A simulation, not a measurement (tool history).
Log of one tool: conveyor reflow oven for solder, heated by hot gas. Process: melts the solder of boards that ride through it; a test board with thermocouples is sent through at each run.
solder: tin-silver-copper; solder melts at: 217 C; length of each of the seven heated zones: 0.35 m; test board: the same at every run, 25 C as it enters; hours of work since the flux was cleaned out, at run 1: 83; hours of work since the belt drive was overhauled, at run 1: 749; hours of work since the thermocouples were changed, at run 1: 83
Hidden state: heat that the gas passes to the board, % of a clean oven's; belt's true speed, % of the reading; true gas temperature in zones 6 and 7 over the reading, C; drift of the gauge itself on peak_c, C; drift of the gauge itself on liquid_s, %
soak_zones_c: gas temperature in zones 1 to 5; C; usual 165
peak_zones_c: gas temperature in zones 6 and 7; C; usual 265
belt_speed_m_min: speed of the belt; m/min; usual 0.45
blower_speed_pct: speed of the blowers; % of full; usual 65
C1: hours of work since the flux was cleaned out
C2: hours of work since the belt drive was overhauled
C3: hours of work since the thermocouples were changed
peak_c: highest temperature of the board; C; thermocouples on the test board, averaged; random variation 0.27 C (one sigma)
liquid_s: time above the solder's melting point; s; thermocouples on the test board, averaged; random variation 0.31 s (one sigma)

run 1 day=0 | soak_zones_c=165 peak_zones_c=265 belt_speed_m_min=0.45 blower_speed_pct=65 | C1=83 C2=749 C3=83 | peak_c=247.5 liquid_s=61.4
run 2 day=2.342 | soak_zones_c=165 peak_zones_c=265 belt_speed_m_min=0.45 blower_speed_pct=65 | C1=108 C2=774 C3=108 | peak_c=246.7 liquid_s=60.8
run 3 day=5.271 | soak_zones_c=165 peak_zones_c=265 belt_speed_m_min=0.502 blower_speed_pct=65 | C1=139 C2=805 C3=139 | peak_c=242.5 liquid_s=48.8
run 4 day=6.488 | soak_zones_c=165 peak_zones_c=265 belt_speed_m_min=0.45 blower_speed_pct=83 | C1=152 C2=818 C3=152 | peak_c=249.8 liquid_s=66.2
run 5 day=9.454 | soak_zones_c=165 peak_zones_c=265 belt_speed_m_min=0.45 blower_speed_pct=83 | C1=183 C2=849 C3=183 | peak_c=250 liquid_s=66.1
-- day=11.542 flux residue cleaned out of gas plates and filters
run 6 day=12.471 | soak_zones_c=165 peak_zones_c=265 belt_speed_m_min=0.499 blower_speed_pct=65 | C1=10 C2=879 C3=213 | peak_c=243.8 liquid_s=50.8

Run 7 comes next. What will it give?
run 7 day=15.008 | soak_zones_c=165 peak_zones_c=265 belt_speed_m_min=0.388 blower_speed_pct=65 | C1=37 C2=906 C3=240 | peak_c=? liquid_s=?

{"run 7": {"peak_c": 251.5, "liquid_s": 78.9}}
Without the tool's hidden state the same run would have given peak_c 252.2 C, liquid_s 78.6 s.

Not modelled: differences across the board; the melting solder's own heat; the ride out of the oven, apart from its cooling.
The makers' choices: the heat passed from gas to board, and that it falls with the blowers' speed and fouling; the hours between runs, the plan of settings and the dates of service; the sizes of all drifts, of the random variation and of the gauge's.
